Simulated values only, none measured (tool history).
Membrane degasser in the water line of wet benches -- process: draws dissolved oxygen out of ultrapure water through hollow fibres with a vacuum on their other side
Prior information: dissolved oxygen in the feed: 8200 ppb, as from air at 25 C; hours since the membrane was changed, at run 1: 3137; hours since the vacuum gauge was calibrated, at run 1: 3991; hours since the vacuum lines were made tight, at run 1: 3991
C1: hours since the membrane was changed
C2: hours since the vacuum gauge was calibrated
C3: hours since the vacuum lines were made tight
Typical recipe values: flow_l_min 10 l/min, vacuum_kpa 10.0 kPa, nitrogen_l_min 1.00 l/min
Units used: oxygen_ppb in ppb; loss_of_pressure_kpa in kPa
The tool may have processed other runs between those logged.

{"run": 1, "hour": 0.0, "flow_l_min": 10, "vacuum_kpa": 10.0, "nitrogen_l_min": 1.0, "C1": 3137, "C2": 3991, "C3": 3991, "oxygen_ppb": 204.4, "loss_of_pressure_kpa": 60.41}
{"hour": 83.4, "done": "vacuum gauge calibrated"}
{"run": 2, "hour": 104.1, "flow_l_min": 10, "vacuum_kpa": 10.0, "nitrogen_l_min": 1.0, "C1": 3241, "C2": 21, "C3": 4094, "oxygen_ppb": 206.9, "loss_of_pressure_kpa": 60.4}
{"run": 3, "hour": 193.7, "flow_l_min": 10, "vacuum_kpa": 10.0, "nitrogen_l_min": 1.0, "C1": 3331, "C2": 110, "C3": 4184, "oxygen_ppb": 205.3, "loss_of_pressure_kpa": 59.99}
{"run": 4, "hour": 293.1, "flow_l_min": 10, "vacuum_kpa": 10.0, "nitrogen_l_min": 1.0, "C1": 3430, "C2": 210, "C3": 4283, "oxygen_ppb": 203.8, "loss_of_pressure_kpa": 60.69}
{"run": 5, "hour": 394.8, "flow_l_min": 10, "vacuum_kpa": 10.0, "nitrogen_l_min": 1.0, "C1": 3532, "C2": 311, "C3": 4385, "oxygen_ppb": 206.5, "loss_of_pressure_kpa": 60.43}
{"run": 6, "hour": 517.6, "flow_l_min": 10, "vacuum_kpa": 10.0, "nitrogen_l_min": 1.0, "C1": 3654, "C2": 434, "C3": 4508, "oxygen_ppb": 206.1, "loss_of_pressure_kpa": 60.9}
{"hour": 626.2, "done": "vacuum gauge calibrated, once more"}
{"run": 7, "hour": 638.8, "flow_l_min": 10, "vacuum_kpa": 10.0, "nitrogen_l_min": 1.0, "C1": 3775, "C2": 13, "C3": 4629, "oxygen_ppb": 203.4, "loss_of_pressure_kpa": 60.66}
{"run": 8, "hour": 766.3, "flow_l_min": 10, "vacuum_kpa": 10.0, "nitrogen_l_min": 1.0, "C1": 3903, "C2": 140, "C3": 4756, "oxygen_ppb": 205.8, "loss_of_pressure_kpa": 60.32}
{"run": 9, "hour": 883.6, "flow_l_min": 10, "vacuum_kpa": 10.0, "nitrogen_l_min": 1.0, "C1": 4020, "C2": 257, "C3": 4873, "oxygen_ppb": 202.6, "loss_of_pressure_kpa": 61.31}
{"run": 10, "hour": 966.0, "flow_l_min": 10, "vacuum_kpa": 10.0, "nitrogen_l_min": 1.0, "C1": 4102, "C2": 340, "C3": 4956, "oxygen_ppb": 206.0, "loss_of_pressure_kpa": 60.68}
{"run": 11, "hour": 1075.0, "flow_l_min": 10, "vacuum_kpa": 10.0, "nitrogen_l_min": 1.0, "C1": 4211, "C2": 449, "C3": 5065, "oxygen_ppb": 201.4, "loss_of_pressure_kpa": 60.71}
{"run": 12, "hour": 1157.5, "flow_l_min": 10, "vacuum_kpa": 11.7, "nitrogen_l_min": 1.0, "C1": 4294, "C2": 531, "C3": 5147, "oxygen_ppb": 246.7, "loss_of_pressure_kpa": 60.96}
{"run": 13, "hour": 1267.6, "flow_l_min": 10, "vacuum_kpa": 11.7, "nitrogen_l_min": 1.0, "C1": 4404, "C2": 641, "C3": 5257, "oxygen_ppb": 246.3, "loss_of_pressure_kpa": 60.87}
{"run": 14, "hour": 1350.7, "flow_l_min": 10, "vacuum_kpa": 11.7, "nitrogen_l_min": 1.0, "C1": 4487, "C2": 725, "C3": 5341, "oxygen_ppb": 248.4, "loss_of_pressure_kpa": 60.69}
{"run": 15, "hour": 1428.4, "flow_l_min": 10, "vacuum_kpa": 11.7, "nitrogen_l_min": 0.79, "C1": 4565, "C2": 802, "C3": 5418, "oxygen_ppb": 294.3, "loss_of_pressure_kpa": 61.12}
{"hour": 1461.0, "done": "seals of the vacuum lines changed"}
{"run": 16, "hour": 1495.0, "flow_l_min": 10, "vacuum_kpa": 11.7, "nitrogen_l_min": 0.79, "C1": 4629, "C2": 867, "C3": 34, "oxygen_ppb": 292.8, "loss_of_pressure_kpa": 60.57}
{"run": 17, "hour": 1548.6, "flow_l_min": 10, "vacuum_kpa": 10.6, "nitrogen_l_min": 0.79, "C1": 4683, "C2": 920, "C3": 88, "oxygen_ppb": 257.8, "loss_of_pressure_kpa": 60.46}
{"run": 18, "hour": 1671.1, "flow_l_min": 12, "vacuum_kpa": 7.7, "nitrogen_l_min": 1.32, "C1": 4806, "C2": 1043, "C3": 210, "oxygen_ppb": 191.5, "loss_of_pressure_kpa": 72.7}
{"run": 19, "hour": 1770.2, "flow_l_min": 8, "vacuum_kpa": 10.0, "nitrogen_l_min": 1.0, "C1": 4905, "C2": 1142, "C3": 309, "oxygen_ppb": 147.0, "loss_of_pressure_kpa": 48.79}
{"run": 20, "hour": 1835.4, "flow_l_min": 10, "vacuum_kpa": 10.2, "nitrogen_l_min": 1.0, "C1": 4970, "C2": 1207, "C3": 374, "oxygen_ppb": 207.6, "loss_of_pressure_kpa": 61.06}
{"run": 21, "hour": 1921.6, "flow_l_min": 10, "vacuum_kpa": 10.2, "nitrogen_l_min": 1.0, "C1": 5056, "C2": 1293, "C3": 461, "oxygen_ppb": 212.8, "loss_of_pressure_kpa": 61.06}
{"run": 22, "hour": 1974.8, "flow_l_min": 10, "vacuum_kpa": 10.0, "nitrogen_l_min": 0.41, "C1": 5109, "C2": 1347, "C3": 514, "oxygen_ppb": 391.5, "loss_of_pressure_kpa": 61.33}
{"run": 23, "hour": 2078.9, "flow_l_min": 10, "vacuum_kpa": 10.0, "nitrogen_l_min": 0.41, "C1": 5213, "C2": 1451, "C3": 618, "oxygen_ppb": 398.8, "loss_of_pressure_kpa": 60.86}
{"run": 24, "hour": 2200.6, "flow_l_min": 7, "vacuum_kpa": 20.6, "nitrogen_l_min": 0.71, "C1": 5335, "C2": 1572, "C3": 740, "oxygen_ppb": 401.7, "loss_of_pressure_kpa": 42.76}
{"run": 25, "hour": 2306.1, "flow_l_min": 12, "vacuum_kpa": 6.4, "nitrogen_l_min": 1.31, "C1": 5441, "C2": 1678, "C3": 845, "oxygen_ppb": 167.3, "loss_of_pressure_kpa": 73.12}
{"run": 26, "hour": 2381.3, "flow_l_min": 12, "vacuum_kpa": 6.4, "nitrogen_l_min": 1.31, "C1": 5516, "C2": 1753, "C3": 920, "oxygen_ppb": 167.8, "loss_of_pressure_kpa": 73.68}
{"run": 27, "hour": 2478.2, "flow_l_min": 6, "vacuum_kpa": 20.0, "nitrogen_l_min": 1.0, "C1": 5613, "C2": 1850, "C3": 1017, "oxygen_ppb": 245.4, "loss_of_pressure_kpa": 36.91}
{"run": 28, "hour": 2531.8, "flow_l_min": 6, "vacuum_kpa": 20.0, "nitrogen_l_min": 1.0, "C1": 5666, "C2": 1904, "C3": 1071, "oxygen_ppb": 246.2, "loss_of_pressure_kpa": 36.46}
{"run": 29, "hour": 2617.4, "flow_l_min": 12, "vacuum_kpa": 7.1, "nitrogen_l_min": 1.0, "C1": 5752, "C2": 1989, "C3": 1156, "oxygen_ppb": 201.4, "loss_of_pressure_kpa": 73.19}
{"run": 30, "hour": 2740.3, "flow_l_min": 13, "vacuum_kpa": 8.9, "nitrogen_l_min": 1.0, "C1": 5875, "C2": 2112, "C3": 1279, "oxygen_ppb": 298.3, "loss_of_pressure_kpa": 80.06}
{"run": 31, "hour": 2815.9, "flow_l_min": 13, "vacuum_kpa": 8.9, "nitrogen_l_min": 1.0, "C1": 5950, "C2": 2188, "C3": 1355, "oxygen_ppb": 291.9, "loss_of_pressure_kpa": 79.52}
{"run": 32, "hour": 2921.5, "flow_l_min": 13, "vacuum_kpa": 8.9, "nitrogen_l_min": 1.0, "C1": 6056, "C2": 2293, "C3": 1460, "oxygen_ppb": 301.8, "loss_of_pressure_kpa": 79.74}
{"run": 33, "hour": 3024.0, "flow_l_min": 13, "vacuum_kpa": 8.9, "nitrogen_l_min": 1.0, "C1": 6158, "C2": 2396, "C3": 1563, "oxygen_ppb": 299.0, "loss_of_pressure_kpa": 79.6}

Below, some changes in oxygen_ppb between adjacent runs. For each, the amount present without the hidden state too (settings, incoming material, random variation) and the amount remaining for the hidden state with gauge scatter not shared by both compared results:
What the log doesn't record here: membrane still open, %; true pressure behind the membrane over the reading, kPa; air that leaks in behind the membrane, l/min; drift of the gauge itself on oxygen_ppb, %; drift of the gauge itself on loss_of_pressure_kpa, %.
Run 21 -> 22: vacuum_kpa 10.2 -> 10.0, nitrogen_l_min 1.00 -> 0.41. oxygen_ppb +178.7 ppb: hidden state +1.9, all else +176.8.
Run 24 -> 25: flow_l_min 7 -> 12, vacuum_kpa 20.6 -> 6.4, nitrogen_l_min 0.71 -> 1.31. oxygen_ppb -234.4 ppb: hidden state +9.1, all else -243.5.
Run 26 -> 27: flow_l_min 12 -> 6, vacuum_kpa 6.4 -> 20.0, nitrogen_l_min 1.31 -> 1.00. oxygen_ppb +77.6 ppb: hidden state -10.6, all else +88.2.
Run 28 -> 29: flow_l_min 6 -> 12, vacuum_kpa 20.0 -> 7.1. oxygen_ppb -44.8 ppb: hidden state +11.3, all else -56.1.
Run 29 -> 30: flow_l_min 12 -> 13, vacuum_kpa 7.1 -> 8.9. oxygen_ppb +96.9 ppb: hidden state +4.5, all else +92.4.

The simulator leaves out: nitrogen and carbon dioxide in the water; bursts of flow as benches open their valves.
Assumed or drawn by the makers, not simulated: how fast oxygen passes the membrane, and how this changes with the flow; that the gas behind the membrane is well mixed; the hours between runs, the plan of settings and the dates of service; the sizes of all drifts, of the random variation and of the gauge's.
